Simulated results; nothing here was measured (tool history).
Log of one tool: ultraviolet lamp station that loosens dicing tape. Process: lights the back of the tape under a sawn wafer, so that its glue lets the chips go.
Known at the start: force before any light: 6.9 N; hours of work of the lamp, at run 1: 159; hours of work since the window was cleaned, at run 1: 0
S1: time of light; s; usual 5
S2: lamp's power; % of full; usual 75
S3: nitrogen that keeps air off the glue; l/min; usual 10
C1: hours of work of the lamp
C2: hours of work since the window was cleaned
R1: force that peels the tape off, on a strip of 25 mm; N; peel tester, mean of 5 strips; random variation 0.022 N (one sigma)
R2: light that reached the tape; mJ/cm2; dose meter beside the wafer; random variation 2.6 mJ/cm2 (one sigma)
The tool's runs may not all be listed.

| run | hour | S1 | S2 | S3 | C1 | C2 | R1 | R2 |
|---|---|---|---|---|---|---|---|---|
| 1 | 0.0 | 5 | 75 | 10 | 159 | 0 | 1.123 | 317 |
| 2 | 15.3 | 5 | 75 | 10 | 166 | 7 | 1.200 | 317 |
| 3 | 30.0 | 5 | 75 | 10 | 173 | 14 | 1.129 | 312 |
| 4 | 45.2 | 5 | 75 | 10 | 180 | 21 | 1.195 | 311 |
| 5 | 61.8 | 5 | 75 | 10 | 188 | 29 | 1.179 | 309 |
| 6 | 76.9 | 5 | 75 | 10 | 195 | 36 | 1.232 | 309 |
| 7 | 90.0 | 3 | 75 | 10 | 201 | 42 | 2.372 | 185 |
|  | 91.9 | window cleaned of glue's vapour |
| 8 | 104.1 | 5 | 64 | 5 | 207 | 6 | 1.939 | 261 |
|  | 121.3 | window cleaned of glue's vapour, once more |
| 9 | 121.3 | 4 | 90 | 10 | 215 | 0 | 1.260 | 301 |
| 10 | 136.9 | 7 | 64 | 11 | 222 | 7 | 0.867 | 372 |
| 11 | 154.8 | 7 | 64 | 11 | 231 | 16 | 0.887 | 368 |

Forecast each of these 3 alternatives for the next run:
| A | 167.1 | 5 | 64 | 11 | 237 | 21 | ? | ? |
| B | 167.1 | 7 | 87 | 14 | 237 | 21 | ? | ? |
| C | 167.1 | 6 | 64 | 11 | 237 | 21 | ? | ? |

| run | R1 | R2 |
|---|---|---|
| A | 1.489 | 258 |
| B | 0.486 | 498 |
| C | 1.125 | 310 |
Without the tool's hidden state the same runs would have given:
| run | R1 | R2 |
|---|---|---|
| A | 1.306 | 284 |
| B | 0.422 | 545 |
| C | 0.970 | 340 |

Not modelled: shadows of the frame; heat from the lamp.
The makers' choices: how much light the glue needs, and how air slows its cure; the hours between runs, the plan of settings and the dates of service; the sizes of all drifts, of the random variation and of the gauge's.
